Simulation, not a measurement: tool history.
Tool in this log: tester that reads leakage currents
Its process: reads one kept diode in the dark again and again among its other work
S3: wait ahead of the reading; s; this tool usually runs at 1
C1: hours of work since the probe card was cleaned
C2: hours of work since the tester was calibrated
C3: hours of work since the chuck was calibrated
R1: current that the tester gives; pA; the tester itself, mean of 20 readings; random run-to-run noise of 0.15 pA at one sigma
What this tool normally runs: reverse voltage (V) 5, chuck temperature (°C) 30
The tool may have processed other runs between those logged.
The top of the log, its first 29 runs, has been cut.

{"run": 30, "hour": 743.8, "reverse voltage (V)": 2.36, "chuck temperature (°C)": 53, "S3": 6.28, "C1": 241, "C2": 557, "C3": 289, "R1": 245.64}
{"run": 31, "hour": 767.4, "reverse voltage (V)": 5, "chuck temperature (°C)": 32, "S3": 1, "C1": 252, "C2": 568, "C3": 300, "R1": 58.73}
{"run": 32, "hour": 793.5, "reverse voltage (V)": 12.45, "chuck temperature (°C)": 34, "S3": 1.95, "C1": 265, "C2": 580, "C3": 313, "R1": 110.25}
{"run": 33, "hour": 818.1, "reverse voltage (V)": 12.65, "chuck temperature (°C)": 52, "S3": 8.33, "C1": 276, "C2": 592, "C3": 324, "R1": 511.42}
{"run": 34, "hour": 851.4, "reverse voltage (V)": 2.23, "chuck temperature (°C)": 30, "S3": 9.7, "C1": 292, "C2": 608, "C3": 340, "R1": 32.43}
{"run": 35, "hour": 867.9, "reverse voltage (V)": 5, "chuck temperature (°C)": 32, "S3": 1, "C1": 300, "C2": 615, "C3": 348, "R1": 59.22}
{"run": 36, "hour": 903.3, "reverse voltage (V)": 1.83, "chuck temperature (°C)": 34, "S3": 0.57, "C1": 317, "C2": 632, "C3": 364, "R1": 43.19}
{"run": 37, "hour": 920.6, "reverse voltage (V)": 8.04, "chuck temperature (°C)": 30, "S3": 1, "C1": 325, "C2": 640, "C3": 373, "R1": 63.14}
{"run": 38, "hour": 940.4, "reverse voltage (V)": 1.3, "chuck temperature (°C)": 26, "S3": 0.32, "C1": 334, "C2": 650, "C3": 382, "R1": 17.9}
{"run": 39, "hour": 955.9, "reverse voltage (V)": 12.74, "chuck temperature (°C)": 45, "S3": 5.62, "C1": 341, "C2": 657, "C3": 389, "R1": 290.65}

What if the next run were any one of these 5? Each begins from the tool's condition after run 39:
{"run": "A", "hour": 974.3, "reverse voltage (V)": 1.35, "chuck temperature (°C)": 31, "S3": 0.64, "C1": 350, "C2": 666, "C3": 398, "R1": "?"}
{"run": "B", "hour": 974.3, "reverse voltage (V)": 7.65, "chuck temperature (°C)": 36, "S3": 0.85, "C1": 350, "C2": 666, "C3": 398, "R1": "?"}
{"run": "C", "hour": 974.3, "reverse voltage (V)": 3.32, "chuck temperature (°C)": 45, "S3": 1, "C1": 350, "C2": 666, "C3": 398, "R1": "?"}
{"run": "D", "hour": 974.3, "reverse voltage (V)": 5, "chuck temperature (°C)": 50, "S3": 1, "C1": 350, "C2": 666, "C3": 398, "R1": "?"}
{"run": "E", "hour": 974.3, "reverse voltage (V)": 12.74, "chuck temperature (°C)": 45, "S3": 1.89, "C1": 350, "C2": 666, "C3": 398, "R1": "?"}

run=A R1=28.22
run=B R1=105
run=C R1=151.61
run=D R1=279.94
run=E R1=291.47
Without the tool's unlogged condition, the same runs would have read:
run=A R1=26.44
run=B R1=97.85
run=C R1=143.6
run=D R1=265.79
run=E R1=274.42
